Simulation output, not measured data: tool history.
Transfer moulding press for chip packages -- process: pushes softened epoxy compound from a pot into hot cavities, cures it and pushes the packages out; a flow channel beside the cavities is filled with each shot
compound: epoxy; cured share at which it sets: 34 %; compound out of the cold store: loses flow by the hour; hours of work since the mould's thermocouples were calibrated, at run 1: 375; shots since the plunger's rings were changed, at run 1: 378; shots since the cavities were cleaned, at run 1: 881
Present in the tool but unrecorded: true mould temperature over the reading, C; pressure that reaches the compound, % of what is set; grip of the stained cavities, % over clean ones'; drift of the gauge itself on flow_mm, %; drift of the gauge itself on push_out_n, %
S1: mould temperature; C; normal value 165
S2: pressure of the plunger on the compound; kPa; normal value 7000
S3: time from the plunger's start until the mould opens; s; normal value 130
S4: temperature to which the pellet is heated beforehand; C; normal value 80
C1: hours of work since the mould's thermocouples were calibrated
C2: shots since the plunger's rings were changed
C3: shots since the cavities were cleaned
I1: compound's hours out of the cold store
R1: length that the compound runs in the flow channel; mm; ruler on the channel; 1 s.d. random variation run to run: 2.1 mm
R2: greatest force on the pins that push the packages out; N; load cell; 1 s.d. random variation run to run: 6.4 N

run,hour,S1,S2,S3,S4,C1,C2,C3,I1,R1,R2
1,0,165,7000,130,80,375,378,881,18.4,903,478
2,8.7,165,7000,116,80,381,470,973,11.7,936,643
3,14.6,165,7000,130,80,386,531,1034,10.3,943,528
4,24.8,168,7000,130,80,393,638,1141,19.8,875,450
# hour 28.5: cavities cleaned with cleaning compound and waxed
5,33.5,168,7000,130,80,399,713,52,17.7,889,230
6,40.2,168,7000,130,80,404,783,122,44,779,273
7,49.4,165,7000,130,80,411,880,219,34,830,357
8,56.8,165,7000,130,80,416,957,296,22.4,877,371
9,67.8,165,7000,130,80,424,1073,412,17.4,904,407
10,76.9,165,7000,130,80,431,1168,507,37,817,405
11,87.8,165,7000,138,80,439,1282,621,32.2,833,411
12,94.9,165,7000,138,80,445,1356,695,46.1,775,420
13,104.4,165,7000,138,80,452,1456,795,37.4,814,431
14,112.1,165,7000,162,80,458,1536,875,12.3,923,408
15,121.2,165,7000,162,80,465,1632,971,45.3,782,405
16,129,165,7000,162,80,470,1714,1053,9.6,936,438
# hour 140.5: cavities cleaned with cleaning compound and waxed
17,143,165,7000,162,80,480,1844,26,26.2,853,229
18,155.7,158,7000,162,84,489,1977,159,27.2,896,365
19,163.7,165,7000,151,84,495,2061,243,45.3,775,287
20,176.2,165,7000,151,84,505,2192,374,12.1,915,331
21,186.9,165,6390,130,80,513,2304,486,13,867,432
22,199.2,165,7000,142,83,522,2433,615,11.5,915,415
23,208.9,165,5230,126,83,529,2535,717,28.4,724,486

Run 24 comes next. What will it give?
24,216.3,165,5230,126,83,535,2612,794,27,?,?

For run 24 the tool returned R1 727 mm, R2 507 N.
Had the tool carried no hidden state, the very same run would have given R1 749 mm, R2 261 N.
